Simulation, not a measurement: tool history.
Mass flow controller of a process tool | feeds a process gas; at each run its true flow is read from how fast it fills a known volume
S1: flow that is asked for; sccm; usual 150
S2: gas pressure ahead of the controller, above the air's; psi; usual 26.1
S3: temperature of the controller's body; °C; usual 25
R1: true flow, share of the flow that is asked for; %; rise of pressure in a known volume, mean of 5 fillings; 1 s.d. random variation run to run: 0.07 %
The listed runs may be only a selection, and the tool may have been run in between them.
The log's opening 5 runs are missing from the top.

run    hour   S1    S2  S3     R1
  6   729.4  150  26.1  25  99.26
  7   822.6  150  26.1  27  99.17
  8     952  150  26.1  27  99.19
  9  1126.2  150  26.1  27   99.3
 10  1302.1  150  32.1  25  99.66
 11    1389  150  32.1  25   99.5
 12  1533.4  150  32.1  25  99.48
 13  1639.1  150  32.1  25  99.54
 14  1740.9  150  28.4  25  99.39
 15    1872  150  28.4  25   99.4
 16  2018.3  150  28.4  25   99.3
 17  2143.9  150  25.2  25  99.21
 18  2348.6  150  21.6  25  98.96
 19  2530.1  150  32.9  25  99.72
 20  2728.4  150  26.1  31  99.19
 21  2850.1   85  26.1  25  99.22
 22  2964.7  150  26.1  25  99.24
 23  3093.4  150  26.1  28  99.07
 24  3187.5  150  26.1  25  99.17

The next listed run, before its measurement:
 25  3393.1  150  40.3  20   ?

Run 25 came out at R1 100.13 %.
Had the tool carried no hidden state, the very same run would have given R1 100.12 %.
